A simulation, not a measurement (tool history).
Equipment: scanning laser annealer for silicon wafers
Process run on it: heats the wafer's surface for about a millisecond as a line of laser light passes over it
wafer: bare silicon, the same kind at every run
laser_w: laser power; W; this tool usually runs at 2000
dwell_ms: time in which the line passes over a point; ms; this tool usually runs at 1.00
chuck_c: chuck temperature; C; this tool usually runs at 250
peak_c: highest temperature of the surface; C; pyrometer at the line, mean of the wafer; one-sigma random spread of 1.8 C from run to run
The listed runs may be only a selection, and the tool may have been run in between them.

run    hour  laser_w  dwell_ms  chuck_c  peak_c
  1     0.0     2000      1.00      250     923
  2    22.5     2029      1.00      250     938
  3    60.2     2029      1.00      250     938
  4    83.0     2000      1.00      232     901
       98.2  -- window over the wafer cleaned
  5   122.7     2000      1.00      232     924
  6   159.2     2000      1.00      250     944
  7   181.4     2000      1.00      250     941
  8   205.8     1803      1.00      250     854
  9   243.0     1803      1.00      250     855
 10   284.1     2000      1.00      250     934
 11   323.1     2000      1.20      250    1002
 12   359.4     2000      1.20      250    1004
 13   389.5     2000      1.20      250    1000
 14   413.9     2000      1.20      250    1001
 15   446.4     2000      1.20      250    1001
 16   474.7     2000      1.20      250     994
 17   497.2     2000      1.20      250     998
 18   522.9     2000      0.73      250     828
 19   541.9     2000      0.73      250     825
 20   579.5     2000      0.73      250     826
 21   607.6     2000      0.73      250     825
 22   642.6     1931      1.00      253     898
 23   669.5     1931      1.00      253     897
 24   711.2     1931      1.00      253     896
 25   744.5     1931      1.00      253     897
 26   765.3     2163      1.00      287    1028
 27   809.9     2098      0.78      250     877
 28   844.7     2053      1.01      257     952
 29   878.0     2053      1.01      257     947
 30   899.1     2053      1.01      257     950
 31   929.5     2068      1.00      273     967
 32   971.8     2071      1.00      253     946
 33  1008.9     1832      1.00      221     816
 34  1027.2     1979      1.12      267     960
     1040.8  -- window over the wafer cleaned
 35  1050.8     2093      0.97      244     955
 36  1094.0     2093      0.97      244     954
 37  1115.8     2093      0.97      244     955
 38  1140.3     2141      0.84      223     899
 39  1174.0     2164      0.95      250     977
 40  1199.5     1806      0.74      219     730

Measured minus without-hidden-state, run by run (identical run-to-run variation in each term; gauge scatter may differ):
Hidden state present: light that passes the window, % of a clean one's; laser's true power over the reading, %; width of the line over the set one, %; drift of the gauge itself on peak_c, C.
run  peak_c
  1     -27
  2     -28
  3     -29
  4     -30
  5     -11
  6     -12
  7     -13
  8     -11
  9     -12
 10     -16
 11     -19
 12     -20
 13     -21
 14     -22
 15     -23
 16     -24
 17     -25
 18     -20
 19     -21
 20     -21
 21     -23
 22     -26
 23     -27
 24     -28
 25     -29
 26     -34
 27     -30
 28     -34
 29     -36
 30     -36
 31     -38
 32     -39
 33     -35
 34     -41
 35     -20
 36     -21
 37     -22
 38     -22
 39     -24
 40     -18

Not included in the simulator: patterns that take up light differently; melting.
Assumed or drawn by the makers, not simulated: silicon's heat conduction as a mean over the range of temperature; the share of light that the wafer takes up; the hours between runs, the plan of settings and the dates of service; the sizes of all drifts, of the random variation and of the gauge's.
